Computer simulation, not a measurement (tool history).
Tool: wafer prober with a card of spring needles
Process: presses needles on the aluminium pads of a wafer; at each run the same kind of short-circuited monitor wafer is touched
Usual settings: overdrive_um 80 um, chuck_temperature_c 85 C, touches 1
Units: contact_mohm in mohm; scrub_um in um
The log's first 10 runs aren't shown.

run,hour,overdrive_um,chuck_temperature_c,touches,contact_mohm,scrub_um
# hour 122.9: height of the first contact set anew
# hour 131.1: tips cleaned on abrasive film
11,136.3,85,85,1,307,14.23
# hour 145.0: tips cleaned on abrasive film
12,152.3,85,85,1,311,14.25
# hour 158.9: tips cleaned on abrasive film
13,167.6,85,85,1,318,14.22
# hour 173.3: tips cleaned on abrasive film
14,175.4,85,85,1,290,14.21
# hour 186.7: tips cleaned on abrasive film
15,189.8,85,85,1,288,14.22
# hour 201.2: tips cleaned on abrasive film
16,206.7,85,85,1,307,14.21
# hour 215.3: tips cleaned on abrasive film
# hour 217.5: height of the first contact set anew, once more
17,222.4,85,85,1,310,14.48
# hour 229.3: tips cleaned on abrasive film
18,235.0,84,85,1,308,14.31
# hour 242.5: tips cleaned on abrasive film
19,243.4,84,85,1,279,14.27
20,254.1,84,85,1,327,14.29
# hour 256.9: tips cleaned on abrasive film
21,262.4,84,85,1,305,14.29
# hour 270.6: tips cleaned on abrasive film
22,275.1,80,74,3,278,13.60
# hour 284.4: tips cleaned on abrasive film
23,290.6,70,74,3,290,11.90
# hour 297.9: tips cleaned on abrasive film
24,303.4,70,74,3,286,11.90
# hour 311.2: tips cleaned on abrasive film
25,320.2,70,74,3,288,11.88
# hour 324.5: tips cleaned on abrasive film
26,332.0,72,46,2,302,12.21
# hour 338.0: tips cleaned on abrasive film
27,340.6,80,114,3,287,13.58
28,349.9,80,114,3,303,13.58
# hour 351.5: tips cleaned on abrasive film
29,361.6,75,84,1,333,12.70
# hour 365.0: tips cleaned on abrasive film
30,373.0,75,33,2,294,12.71
# hour 378.4: tips cleaned on abrasive film
31,386.8,61,31,1,360,10.31
# hour 391.9: tips cleaned on abrasive film
32,398.9,68,85,1,340,11.50
# hour 405.4: tips cleaned on abrasive film
33,412.2,84,32,2,285,14.21

3 ways to go on from here, each from the tool as it stands after run 33. What would each give?
# hour 419.4: tips cleaned on abrasive film
A,419.8,81,72,2,?,?
# hour 419.4: tips cleaned on abrasive film
B,419.8,61,54,2,?,?
# hour 419.4: tips cleaned on abrasive film
C,419.8,70,34,2,?,?

run,contact_mohm,scrub_um
A,271,13.71
B,269,10.27
C,263,11.82
Without the tool's hidden state the same runs would have given:
run,contact_mohm,scrub_um
A,266,13.82
B,261,10.39
C,256,11.93
